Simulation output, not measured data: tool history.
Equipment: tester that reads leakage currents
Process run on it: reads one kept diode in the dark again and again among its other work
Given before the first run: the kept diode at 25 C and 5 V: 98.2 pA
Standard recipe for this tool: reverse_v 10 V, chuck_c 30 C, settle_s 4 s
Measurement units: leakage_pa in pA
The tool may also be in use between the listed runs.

run,day,reverse_v,chuck_c,settle_s,leakage_pa
1,0,10,30,4,230.73
2,7.333,10,30,4,232.28
3,12.408,10,30,4,234.95
4,17.596,10,30,4,236
5,22.017,10,30,0.78,238.72
6,28.708,10,30,0.78,241.76
7,32.408,1.2,30,4,71.76
8,40.817,10,30,4,242.96
9,44.95,10,30,4,243.84
10,49.612,10,30,4,245.39
11,57.358,10,30,1.96,248.99
12,63.667,10,30,4,249.88
13,71.362,10,30,4,252.66
# day 72.108: chuck's temperature calibrated
14,78.542,9.5,30,4,251.04
# day 80.321: probe card cleaned and baked
# day 80.962: tester calibrated
15,87.229,14.7,30,4,310.25
16,91.504,10,30,4,253.05
17,99.808,10,30,0.67,257.06
# day 101.633: chuck's temperature calibrated, once more
18,106.467,10,30,0.67,226.29
19,112.067,10,50,3.62,1038.52
20,116.7,10,50,3.62,1040.44
21,124.208,10,30,1.28,228.55
22,130.3,10,30,1.28,229.71
23,136.933,10,30,1.28,232.67
24,145.883,11.8,55,0.93,1676.21
25,151.396,1.4,60,2.96,728.99
26,158.792,1.5,60,2.96,760.36
27,166.612,1.7,32,8.47,103.95
28,172.775,12.1,22,0.31,151.18
29,178.475,12.1,22,0.31,151.98
30,183.417,5.5,58,6.82,1398.55
31,190.712,5.6,32,1.77,209.26
32,197.192,13.5,39,0.35,603.86
33,203.238,13.5,39,0.35,607.21
34,208.912,1.5,51,6.75,425.27
# day 209.762: chuck's temperature calibrated
35,216.346,1.6,28,0.71,68.51

What does the tool deliver on the next run?
36,225.325,6,46,0.35,?

For run 36 the tool returned leakage_pa 584.16 pA.
Minus the tool's unlogged condition, the same run would have read leakage_pa 579.73 pA.
